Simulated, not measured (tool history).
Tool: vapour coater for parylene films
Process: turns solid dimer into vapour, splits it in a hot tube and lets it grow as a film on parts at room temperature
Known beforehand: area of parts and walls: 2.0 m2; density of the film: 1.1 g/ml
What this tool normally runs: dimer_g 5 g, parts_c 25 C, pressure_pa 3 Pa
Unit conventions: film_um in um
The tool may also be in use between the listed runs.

| run | hour | dimer_g | parts_c | pressure_pa | film_um |
|---|---|---|---|---|---|
| 1 | 0 | 5 | 25 | 3 | 1.12 |
| 2 | 49 | 5 | 25 | 3 | 1.09 |
| 3 | 80.7 | 5 | 25 | 3 | 1.1 |
| 4 | 130.8 | 5 | 25 | 4.69 | 1.02 |
| 5 | 158 | 5 | 25 | 3 | 1.09 |
| 6 | 196.3 | 5 | 25 | 3.26 | 1.11 |
| 7 | 240.2 | 5 | 25 | 3.26 | 1.04 |
| 8 | 296.6 | 5 | 25 | 3.26 | 1.07 |
| 9 | 353.9 | 5 | 24 | 3 | 1.15 |
| 10 | 380.5 | 3 | 25 | 4.32 | 0.62 |
| 11 | 440.8 | 7 | 25 | 5.35 | 1.35 |
| 12 | 493.4 | 4 | 20 | 11.53 | 0.89 |
| 13 | 548.7 | 5 | 33 | 4.66 | 0.71 |
|  | 556.8 | trap's valve overhauled |
| 14 | 584.7 | 2 | 23 | 2.12 | 0.54 |
| 15 | 637.6 | 3 | 31 | 3 | 0.54 |
| 16 | 689.1 | 4 | 18 | 3 | 1.27 |
| 17 | 732.9 | 4 | 18 | 3 | 1.23 |
| 18 | 789.3 | 3 | 36 | 3.32 | 0.43 |

Each row is a separate what-if for the run after 18, all from the same tool condition, not one after another. Results?
| A | 840.1 | 3 | 36 | 2.86 | ? |
| B | 840.1 | 4 | 34 | 8.51 | ? |
| C | 840.1 | 3 | 35 | 2.1 | ? |
| D | 840.1 | 3 | 36 | 6.72 | ? |

| run | film_um |
|---|---|
| A | 0.44 |
| B | 0.56 |
| C | 0.44 |
| D | 0.38 |
Without the tool's hidden state the same runs would have given:
| run | film_um |
|---|---|
| A | 0.44 |
| B | 0.55 |
| C | 0.43 |
| D | 0.38 |

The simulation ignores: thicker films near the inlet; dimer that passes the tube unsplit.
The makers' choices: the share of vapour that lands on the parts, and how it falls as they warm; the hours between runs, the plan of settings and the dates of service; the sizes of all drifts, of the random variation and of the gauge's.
